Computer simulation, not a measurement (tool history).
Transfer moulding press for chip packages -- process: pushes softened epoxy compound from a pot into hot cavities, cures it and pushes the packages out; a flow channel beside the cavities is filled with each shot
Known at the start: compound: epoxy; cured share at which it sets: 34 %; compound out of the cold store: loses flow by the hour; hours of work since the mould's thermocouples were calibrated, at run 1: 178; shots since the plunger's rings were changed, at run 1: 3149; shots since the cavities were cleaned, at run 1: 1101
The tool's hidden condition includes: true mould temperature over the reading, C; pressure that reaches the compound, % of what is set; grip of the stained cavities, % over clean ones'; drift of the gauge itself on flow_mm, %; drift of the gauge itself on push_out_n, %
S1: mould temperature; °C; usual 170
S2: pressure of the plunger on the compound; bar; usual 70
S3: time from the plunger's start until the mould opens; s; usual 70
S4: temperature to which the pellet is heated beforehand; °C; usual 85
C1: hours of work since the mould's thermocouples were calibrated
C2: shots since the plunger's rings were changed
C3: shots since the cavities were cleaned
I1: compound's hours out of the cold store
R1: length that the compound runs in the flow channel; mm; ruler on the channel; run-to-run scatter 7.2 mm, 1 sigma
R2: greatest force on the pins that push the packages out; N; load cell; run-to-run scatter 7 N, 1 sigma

run 1 hour=0 | S1=170 S2=70 S3=70 S4=85 | C1=178 C2=3149 C3=1101 | I1=26.4 | R1=775 R2=500
-- hour=6.8 cavities cleaned with cleaning compound and waxed
-- hour=29.3 plunger's sealing rings changed
run 2 hour=39.9 | S1=170 S2=70 S3=70 S4=85 | C1=198 C2=159 C3=458 | I1=27.2 | R1=811 R2=473
run 3 hour=65.7 | S1=170 S2=70 S3=70 S4=85 | C1=213 C2=545 C3=844 | I1=17.9 | R1=825 R2=506
-- hour=91.4 cavities cleaned with cleaning compound and waxed
run 4 hour=97.1 | S1=170 S2=67.2 S3=70 S4=85 | C1=229 C2=993 C3=85 | I1=13.1 | R1=818 R2=327
run 5 hour=131.2 | S1=170 S2=67.2 S3=70 S4=85 | C1=248 C2=1504 C3=596 | I1=46.6 | R1=726 R2=451
run 6 hour=158.2 | S1=170 S2=67.2 S3=70 S4=85 | C1=263 C2=1908 C3=1000 | I1=10.7 | R1=808 R2=503
-- hour=173.3 cavities cleaned with cleaning compound and waxed
run 7 hour=193.9 | S1=164 S2=70 S3=70 S4=85 | C1=282 C2=2421 C3=309 | I1=21.3 | R1=807 R2=629
run 8 hour=215.6 | S1=164 S2=70 S3=70 S4=84 | C1=295 C2=2745 C3=633 | I1=14.4 | R1=819 R2=708
run 9 hour=250.8 | S1=164 S2=70 S3=70 S4=84 | C1=314 C2=3272 C3=1160 | I1=25.9 | R1=781 R2=802
-- hour=254.8 cavities cleaned with cleaning compound and waxed
-- hour=270.5 plunger's sealing rings changed
run 10 hour=271.5 | S1=164 S2=58 S3=70 S4=84 | C1=324 C2=15 C3=213 | I1=34.8 | R1=734 R2=557
run 11 hour=299.1 | S1=165 S2=67.3 S3=81 S4=85 | C1=339 C2=429 C3=627 | I1=17.8 | R1=832 R2=459

Run 12 has not been measured yet. What should we expect?
run 12 hour=328.3 | S1=165 S2=77.4 S3=100 S4=85 | C1=355 C2=865 C3=1063 | I1=19.6 | R1=? R2=?

R1: 862 mm
R2: 328 N
On a tool with no hidden condition, and with the same random variation, this run would have come out at R1 875 mm, R2 182 N.
